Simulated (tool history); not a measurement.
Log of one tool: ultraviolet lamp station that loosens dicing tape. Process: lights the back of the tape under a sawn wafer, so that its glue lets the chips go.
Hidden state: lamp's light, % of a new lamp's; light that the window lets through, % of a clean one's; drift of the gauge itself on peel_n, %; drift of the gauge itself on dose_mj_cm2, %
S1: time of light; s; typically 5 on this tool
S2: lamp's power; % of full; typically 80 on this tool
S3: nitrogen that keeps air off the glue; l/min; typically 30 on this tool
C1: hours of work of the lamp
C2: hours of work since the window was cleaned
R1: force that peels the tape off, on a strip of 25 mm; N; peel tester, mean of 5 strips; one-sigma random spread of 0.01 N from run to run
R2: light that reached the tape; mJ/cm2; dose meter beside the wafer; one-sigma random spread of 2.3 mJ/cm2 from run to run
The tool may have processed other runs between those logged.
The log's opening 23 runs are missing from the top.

Run 24, day 47.383: usual settings but S2 82 % of full, S3 9 l/min; C1 1070; C2 171. Result: R1 1.461 N, R2 211 mJ/cm2.
Run 25, day 49.954: usual settings but S2 68 % of full; C1 1115; C2 216. Result: R1 0.678 N, R2 174 mJ/cm2.
Run 26, day 51.946: usual settings but S1 3 s, S2 60 % of full, S3 31 l/min; C1 1150; C2 250. Result: R1 2.400 N, R2 88 mJ/cm2.
Run 27, day 54.042: usual settings but S2 83 % of full, S3 19 l/min; C1 1187; C2 287. Result: R1 0.661 N, R2 213 mJ/cm2.
Run 28, day 55.608: usual settings but S1 3 s, S2 64 % of full, S3 22 l/min; C1 1214; C2 314. Result: R1 2.594 N, R2 100 mJ/cm2.
Run 29, day 57.783: usual settings but S1 3 s, S2 64 % of full, S3 22 l/min; C1 1252; C2 353. Result: R1 2.613 N, R2 103 mJ/cm2.
Run 30, day 59.083: usual settings but S1 4 s, S2 61 % of full, S3 26 l/min; C1 1275; C2 375. Result: R1 1.597 N, R2 130 mJ/cm2.
At day 60.467: lamp changed.
Run 31, day 61.167: usual settings but S1 9 s, S2 62 % of full, S3 29 l/min; C1 12; C2 411. Result: R1 0.191 N, R2 289 mJ/cm2.
Run 32, day 63.008: usual settings but S1 9 s, S2 62 % of full, S3 29 l/min; C1 44; C2 443. Result: R1 0.189 N, R2 292 mJ/cm2.
At day 64.742: window cleaned of glue's vapour.
Run 33, day 65.067: usual settings but S2 96 % of full; C1 80; C2 6. Result: R1 0.281 N, R2 247 mJ/cm2.
Run 34, day 66.458: usual settings but S2 96 % of full; C1 104; C2 30. Result: R1 0.272 N, R2 252 mJ/cm2.
Run 35, day 68.904: usual settings but S2 96 % of full; C1 147; C2 73. Result: R1 0.272 N, R2 253 mJ/cm2.
Run 36, day 71.492: usual settings but S2 75 % of full; C1 193; C2 118. Result: R1 0.507 N, R2 198 mJ/cm2.
Run 37, day 74.192: usual settings but S2 75 % of full, S3 11 l/min; C1 240; C2 165. Result: R1 1.500 N, R2 191 mJ/cm2.
Run 38, day 75.775: usual settings but S1 6 s, S2 89 % of full, S3 53 l/min; C1 267; C2 193. Result: R1 0.131 N, R2 279 mJ/cm2.
Run 39, day 77.629: usual settings but S3 31 l/min; C1 300; C2 225. Result: R1 0.430 N, R2 211 mJ/cm2.
Run 40, day 80.096: usual settings but S3 31 l/min; C1 343; C2 269. Result: R1 0.441 N, R2 208 mJ/cm2.
Run 41, day 82.079: usual settings but S3 31 l/min; C1 378; C2 303. Result: R1 0.425 N, R2 210 mJ/cm2.
Run 42, day 84.442: usual settings but S2 97 % of full, S3 31 l/min; C1 419; C2 345. Result: R1 0.256 N, R2 247 mJ/cm2.
Run 43, day 86.888: usual settings but S1 2 s, S3 37 l/min; C1 462; C2 387. Result: R1 2.660 N, R2 86 mJ/cm2.
Run 44, day 89.212: usual settings but S1 2 s, S2 64 % of full, S3 53 l/min; C1 503; C2 428. Result: R1 2.918 N, R2 65 mJ/cm2.

Here are 3 independent what-if runs from the current tool condition. What would each one return?
At day 91.812: window cleaned of glue's vapour.
Run A, day 91.875: usual settings but S3 57 l/min; C1 549; C2 1. Result: R1 ?, R2 ?.
At day 91.812: window cleaned of glue's vapour.
Run B, day 91.875: usual settings but S1 2 s, S3 51 l/min; C1 549; C2 1. Result: R1 ?, R2 ?.
At day 91.812: window cleaned of glue's vapour.
Run C, day 91.875: usual settings but S1 3 s, S2 76 % of full, S3 32 l/min; C1 549; C2 1. Result: R1 ?, R2 ?.

run     R1   R2
  A  0.239  208
  B  2.185   81
  C  1.550  119
The same runs, with their run-to-run variation unchanged, on a tool lacking any hidden condition would have given:
run     R1   R2
  A  0.238  208
  B  2.182   81
  C  1.548  119

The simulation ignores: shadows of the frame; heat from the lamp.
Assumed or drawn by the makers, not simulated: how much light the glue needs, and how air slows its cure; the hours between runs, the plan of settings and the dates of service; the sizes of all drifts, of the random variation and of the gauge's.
